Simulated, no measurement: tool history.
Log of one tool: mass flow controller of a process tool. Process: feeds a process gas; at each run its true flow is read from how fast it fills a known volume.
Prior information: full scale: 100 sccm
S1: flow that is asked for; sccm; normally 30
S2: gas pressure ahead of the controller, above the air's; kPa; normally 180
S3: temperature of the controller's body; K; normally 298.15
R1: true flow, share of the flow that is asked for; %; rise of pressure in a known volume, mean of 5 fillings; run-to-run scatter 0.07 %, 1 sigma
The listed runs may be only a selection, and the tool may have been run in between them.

run 1 day=0.000 | S1=30 S2=180 S3=298.15 | R1=97.92
run 2 day=11.854 | S1=30 S2=180 S3=298.15 | R1=97.80
run 3 day=22.404 | S1=30 S2=180 S3=298.15 | R1=97.77
run 4 day=33.638 | S1=30 S2=180 S3=298.15 | R1=97.72
run 5 day=47.008 | S1=30 S2=180 S3=305.15 | R1=97.15
run 6 day=58.329 | S1=30 S2=180 S3=307.15 | R1=96.78
run 7 day=64.425 | S1=30 S2=167 S3=298.15 | R1=97.65
run 8 day=73.742 | S1=30 S2=167 S3=298.15 | R1=97.61
run 9 day=79.929 | S1=30 S2=167 S3=298.15 | R1=97.62
run 10 day=92.892 | S1=30 S2=180 S3=313.15 | R1=96.20
run 11 day=103.621 | S1=30 S2=180 S3=313.15 | R1=96.08
run 12 day=114.925 | S1=30 S2=180 S3=313.15 | R1=95.96
run 13 day=122.962 | S1=30 S2=180 S3=313.15 | R1=96.01
run 14 day=131.338 | S1=30 S2=180 S3=313.15 | R1=96.00
run 15 day=145.658 | S1=30 S2=180 S3=298.15 | R1=97.13
run 16 day=154.262 | S1=30 S2=180 S3=298.15 | R1=97.24
run 17 day=168.450 | S1=30 S2=180 S3=298.15 | R1=97.02
run 18 day=180.200 | S1=30 S2=180 S3=298.15 | R1=97.24
run 19 day=194.183 | S1=30 S2=180 S3=298.15 | R1=97.02
run 20 day=204.325 | S1=30 S2=180 S3=298.15 | R1=97.02
run 21 day=212.658 | S1=64 S2=180 S3=298.15 | R1=98.17
run 22 day=225.533 | S1=64 S2=180 S3=298.15 | R1=98.17
run 23 day=233.896 | S1=30 S2=160 S3=298.15 | R1=96.90
run 24 day=247.417 | S1=30 S2=217 S3=298.15 | R1=96.66
run 25 day=256.104 | S1=30 S2=180 S3=298.15 | R1=96.80
run 26 day=264.379 | S1=21 S2=180 S3=312.15 | R1=94.92
run 27 day=273.092 | S1=15 S2=141 S3=298.15 | R1=95.64
run 28 day=279.388 | S1=54 S2=180 S3=312.15 | R1=96.55
run 29 day=292.975 | S1=31 S2=180 S3=298.15 | R1=96.68
run 30 day=305.779 | S1=30 S2=180 S3=294.15 | R1=96.91
run 31 day=317.575 | S1=14 S2=155 S3=298.15 | R1=94.96
run 32 day=331.675 | S1=14 S2=155 S3=298.15 | R1=94.86
run 33 day=344.317 | S1=59 S2=180 S3=312.15 | R1=96.42
run 34 day=353.800 | S1=47 S2=169 S3=306.15 | R1=96.57
run 35 day=365.783 | S1=47 S2=169 S3=306.15 | R1=96.49
run 36 day=379.842 | S1=47 S2=153 S3=299.15 | R1=97.11
run 37 day=387.679 | S1=30 S2=180 S3=296.15 | R1=96.41
run 38 day=394.704 | S1=25 S2=221 S3=303.15 | R1=95.18
run 39 day=408.392 | S1=30 S2=168 S3=303.15 | R1=95.65
run 40 day=420.004 | S1=45 S2=188 S3=294.15 | R1=97.32
run 41 day=431.975 | S1=45 S2=188 S3=294.15 | R1=97.28
run 42 day=438.321 | S1=46 S2=180 S3=298.15 | R1=97.01
run 43 day=451.279 | S1=41 S2=175 S3=301.15 | R1=96.46
run 44 day=460.275 | S1=47 S2=222 S3=312.15 | R1=95.45
run 45 day=471.375 | S1=47 S2=222 S3=312.15 | R1=95.44
run 46 day=481.088 | S1=53 S2=218 S3=294.15 | R1=97.09
run 47 day=489.854 | S1=20 S2=215 S3=306.15 | R1=93.86
run 48 day=499.725 | S1=14 S2=227 S3=307.15 | R1=92.56
run 49 day=508.742 | S1=14 S2=227 S3=307.15 | R1=92.58

Branching from run 49: 3 alternative next runs. What would each branch give?
run A day=519.200 | S1=20 S2=227 S3=307.15 | R1=?
run B day=519.200 | S1=30 S2=199 S3=294.15 | R1=?
run C day=519.200 | S1=44 S2=227 S3=301.15 | R1=?

run=A R1=93.60
run=B R1=95.95
run=C R1=95.95
The same runs, with their run-to-run variation unchanged, on a tool lacking any hidden condition would have given:
run=A R1=96.79
run=B R1=98.42
run=C R1=97.95

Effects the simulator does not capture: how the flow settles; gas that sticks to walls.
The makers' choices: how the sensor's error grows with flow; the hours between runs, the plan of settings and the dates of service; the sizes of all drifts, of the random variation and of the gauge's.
